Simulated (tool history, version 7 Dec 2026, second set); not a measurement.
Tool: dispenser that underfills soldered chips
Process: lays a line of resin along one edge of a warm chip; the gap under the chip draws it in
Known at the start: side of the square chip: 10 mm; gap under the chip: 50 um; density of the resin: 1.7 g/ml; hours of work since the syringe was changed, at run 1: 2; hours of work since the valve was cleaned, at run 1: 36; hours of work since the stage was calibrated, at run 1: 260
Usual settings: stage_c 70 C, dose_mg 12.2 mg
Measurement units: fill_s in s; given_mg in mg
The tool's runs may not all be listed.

| run | hour | stage_c | dose_mg | hours of work since the syringe was changed | hours of work since the valve was cleaned | hours of work since the stage was calibrated | fill_s | given_mg |
|---|---|---|---|---|---|---|---|---|
| 1 | 0.0 | 70 | 12.2 | 2 | 36 | 260 | 42.6 | 11.81 |
|  | 5.5 | new syringe of resin |
| 2 | 7.8 | 70 | 12.2 | 2 | 41 | 265 | 41.1 | 11.71 |
|  | 13.4 | new syringe of resin |
| 3 | 15.4 | 70 | 12.2 | 1 | 47 | 271 | 41.8 | 11.73 |
| 4 | 20.7 | 70 | 12.2 | 5 | 51 | 274 | 52.3 | 11.70 |
|  | 21.6 | new syringe of resin |
|  | 25.3 | dispensing valve cleaned and set on the balance |
| 5 | 26.6 | 70 | 12.2 | 3 | 1 | 278 | 46.1 | 12.25 |
|  | 30.5 | new syringe of resin |
| 6 | 34.7 | 70 | 12.2 | 3 | 7 | 284 | 44.8 | 12.14 |
|  | 38.6 | new syringe of resin |
| 7 | 40.0 | 69 | 12.2 | 1 | 10 | 287 | 41.7 | 12.06 |
| 8 | 45.0 | 80 | 10.5 | 5 | 14 | 291 | 34.8 | 10.35 |
|  | 46.9 | new syringe of resin |
|  | 54.9 | new syringe of resin |
| 9 | 55.5 | 65 | 13.1 | 0 | 21 | 298 | 46.9 | 12.91 |
| 10 | 61.8 | 65 | 13.1 | 5 | 26 | 303 | 62.8 | 12.83 |
|  | 62.7 | new syringe of resin |
| 11 | 66.9 | 65 | 12.0 | 3 | 29 | 306 | 58.2 | 11.71 |
|  | 71.1 | new syringe of resin |
| 12 | 77.4 | 62 | 15.2 | 5 | 37 | 314 | 67.6 | 14.69 |

Alternative continuations, all from the tool just after run 12; predict every row:
|  | 79.2 | new syringe of resin |
| A | 83.3 | 75 | 11.1 | 3 | 41 | 318 | ? | ? |
|  | 79.2 | new syringe of resin |
| B | 83.3 | 57 | 11.1 | 3 | 41 | 318 | ? | ? |
|  | 79.2 | new syringe of resin |
| C | 83.3 | 64 | 12.5 | 3 | 41 | 318 | ? | ? |
|  | 79.2 | new syringe of resin |
| D | 83.3 | 69 | 13.1 | 3 | 41 | 318 | ? | ? |
|  | 79.2 | new syringe of resin |
| E | 83.3 | 80 | 13.5 | 3 | 41 | 318 | ? | ? |

| run | fill_s | given_mg |
|---|---|---|
| A | 36.1 | 10.71 |
| B | 81.0 | 10.68 |
| C | 57.3 | 12.03 |
| D | 45.8 | 12.66 |
| E | 28.5 | 13.00 |
With the hidden condition removed and each run's random variation left untouched, the same runs would have given:
| run | fill_s | given_mg |
|---|---|---|
| A | 31.3 | 11.11 |
| B | 70.8 | 11.08 |
| C | 50.1 | 12.48 |
| D | 40.1 | 13.14 |
| E | 24.8 | 13.49 |
